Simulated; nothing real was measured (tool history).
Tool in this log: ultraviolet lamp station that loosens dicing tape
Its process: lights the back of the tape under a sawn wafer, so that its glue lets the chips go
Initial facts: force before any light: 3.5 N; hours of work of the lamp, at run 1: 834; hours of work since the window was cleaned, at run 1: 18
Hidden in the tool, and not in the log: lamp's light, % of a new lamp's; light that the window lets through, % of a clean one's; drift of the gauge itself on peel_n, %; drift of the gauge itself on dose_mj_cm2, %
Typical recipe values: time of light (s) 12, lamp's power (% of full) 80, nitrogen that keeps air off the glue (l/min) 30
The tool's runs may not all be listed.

run	hour	time of light (s)	lamp's power (% of full)	nitrogen that keeps air off the glue (l/min)	hours of work of the lamp	hours of work since the window was cleaned	force that peels the tape off (N)	light that reached the tape (mJ/cm²)
1	0.0	12	80	30	834	18	0.548	378
2	40.0	12	80	30	858	42	0.576	374
3	96.4	12	80	22	891	75	0.687	368
4	136.8	12	64	22	915	99	0.965	291
5	184.2	12	64	22	943	127	0.984	286
6	246.5	12	64	22	980	164	0.992	282
7	311.8	16	80	30	1018	203	0.405	457
8	368.3	12	80	30	1052	236	0.681	335
9	415.8	12	80	30	1080	264	0.681	330
10	486.4	12	80	30	1121	306	0.732	326
11	561.1	12	80	30	1166	350	0.764	313
12	620.2	12	80	30	1200	385	0.793	303
13	684.4	16	80	30	1238	423	0.490	405
# hour 707.7: window cleaned of glue's vapour
14	745.2	15	80	30	1274	22	0.625	354
15	782.2	15	80	30	1296	44	0.654	349
16	833.0	15	80	30	1326	74	0.665	344
17	875.6	9	76	13	1351	99	1.744	192
18	915.1	9	76	13	1374	122	1.759	188
19	950.5	9	80	30	1395	143	1.291	194
# hour 983.4: window cleaned of glue's vapour, once more
20	985.0	9	80	30	1415	1	1.073	244
21	1042.4	23	71	11	1449	35	0.568	541
22	1108.8	8	64	10	1488	74	1.903	165
23	1156.1	6	97	10	1516	102	1.946	185
24	1226.3	6	97	10	1558	143	1.908	178
25	1264.8	6	97	10	1580	166	1.962	178
26	1312.9	12	80	36	1609	195	0.757	289
27	1385.5	12	80	31	1652	237	0.847	282
28	1448.9	12	92	41	1689	275	0.670	318
29	1497.2	12	92	41	1718	303	0.676	315
30	1568.8	20	92	20	1760	346	0.436	506
31	1615.2	17	64	13	1787	373	1.135	295
32	1663.4	19	64	13	1816	402	1.081	320

Results per run with the tool's hidden condition removed, run-to-run variation unchanged:
run	force that peels the tape off (N)	light that reached the tape (mJ/cm²)
1	0.374	468
2	0.389	467
3	0.462	468
4	0.681	375
5	0.679	373
6	0.669	375
7	0.225	623
8	0.389	466
9	0.376	467
10	0.393	469
11	0.394	465
12	0.403	461
13	0.211	626
14	0.252	583
15	0.256	584
16	0.250	583
17	1.060	332
18	1.055	330
19	0.630	347
20	0.652	351
21	0.279	796
22	1.444	249
23	1.411	283
24	1.360	281
25	1.388	283
26	0.333	468
27	0.368	469
28	0.257	541
29	0.253	544
30	0.145	898
31	0.504	534
32	0.443	591
